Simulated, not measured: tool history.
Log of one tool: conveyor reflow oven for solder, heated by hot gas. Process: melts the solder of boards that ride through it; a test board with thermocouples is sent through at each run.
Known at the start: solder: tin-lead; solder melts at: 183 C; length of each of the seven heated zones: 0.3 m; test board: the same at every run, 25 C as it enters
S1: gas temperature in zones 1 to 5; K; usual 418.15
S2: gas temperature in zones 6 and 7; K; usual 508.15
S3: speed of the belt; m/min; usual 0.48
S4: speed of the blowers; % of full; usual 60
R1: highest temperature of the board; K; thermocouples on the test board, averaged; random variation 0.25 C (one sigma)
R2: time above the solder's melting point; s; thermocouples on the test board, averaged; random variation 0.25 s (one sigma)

run    hour      S1      S2     S3  S4      R1    R2
  1       0  418.15  508.15   0.48  60  483.45  50.6
  2    83.9  418.15  508.15   0.48  60  483.05  49.7
      119.4  -- flux residue cleaned out of gas plates and filters
  3   130.7  418.15  508.15   0.48  60  484.45  52.7
  4   192.3  418.15  508.15   0.48  60  484.15  51.9
  5   265.7  418.15  508.15   0.51  60  481.35  45.6
  6   314.1  418.15  522.15   0.48  60  494.65  60.7
      360.7  -- thermocouples of zones 6 and 7 changed
  7   412.3  418.15  517.15   0.48  60  491.05  57.4
      460.5  -- flux residue cleaned out of gas plates and filters
  8   464.7  418.15  517.15  0.574  60  484.55  42.9
  9   547.1  418.15  517.15  0.574  60  484.15  42.1
 10   642.5  418.15  508.15  0.502  60  482.55  47.1
 11   685.9  422.15  508.15   0.48  60  484.35  54.2
 12   735.5  418.15  508.15   0.48  60  483.45  51.2
      807.2  -- flux residue cleaned out of gas plates and filters
 13   818.6  418.15  508.15   0.48  60  485.15  52.7
 14   863.6  418.15  508.15   0.48  60  484.35  52.5
 15   938.8  421.15  497.15   0.48  55  474.05  41.2
 16  1027.3  421.15  497.15  0.382  87  487.55  75.9
 17  1087.2  418.15  521.15   0.48  60  493.55  59.8
     1149.9  -- flux residue cleaned out of gas plates and filters
 18  1180.7  418.15  505.15  0.502  85  488.25  54.2
 19  1253.4  418.15  505.15  0.502  85  487.15  54.3
 20  1340.7  418.15  508.15  0.529  60  479.85  42.4
 21  1389.9  424.15  503.15  0.554  60  475.75  37.9
 22  1477.5  405.15  508.15  0.424  86  491.85  63.7
     1490.8  -- flux residue cleaned out of gas plates and filters
 23  1561.3  405.15  508.15   0.51  54  475.55  34.7
 24  1658.7  424.15  508.15   0.51  65  484.55  52.5
 25    1750  424.15  505.15  0.399  78  492.25  76.8
     1833.1  -- flux residue cleaned out of gas plates and filters
 26  1844.6  430.15  508.15   0.48  60  486.85  60.7

Some steps in R1 between neighbouring runs. How much of each would the tool show without its hidden state too (settings, what came in, random variation), and how much is left for the hidden state, with any gauge scatter that isn't in both results?
The hidden state here: heat that the gas passes to the board, % of a clean oven's; belt's true speed, % of the reading; true gas temperature in zones 6 and 7 over the reading, C; drift of the gauge itself on peak_c, C; drift of the gauge itself on liquid_s, %.
Run 2 -> 3: flux residue cleaned out of gas plates and filters. R1 +1.4 K: hidden state +1.7, all else -0.3.
Run 21 -> 22: S1 424.15 -> 405.15, S2 503.15 -> 508.15, S3 0.554 -> 0.424, S4 60 -> 86. R1 +16.1 K: hidden state -0.9, all else +17.
Run 22 -> 23: S3 0.424 -> 0.51, S4 86 -> 54, flux residue cleaned out of gas plates and filters. R1 -16.3 K: hidden state +1.8, all else -18.1.
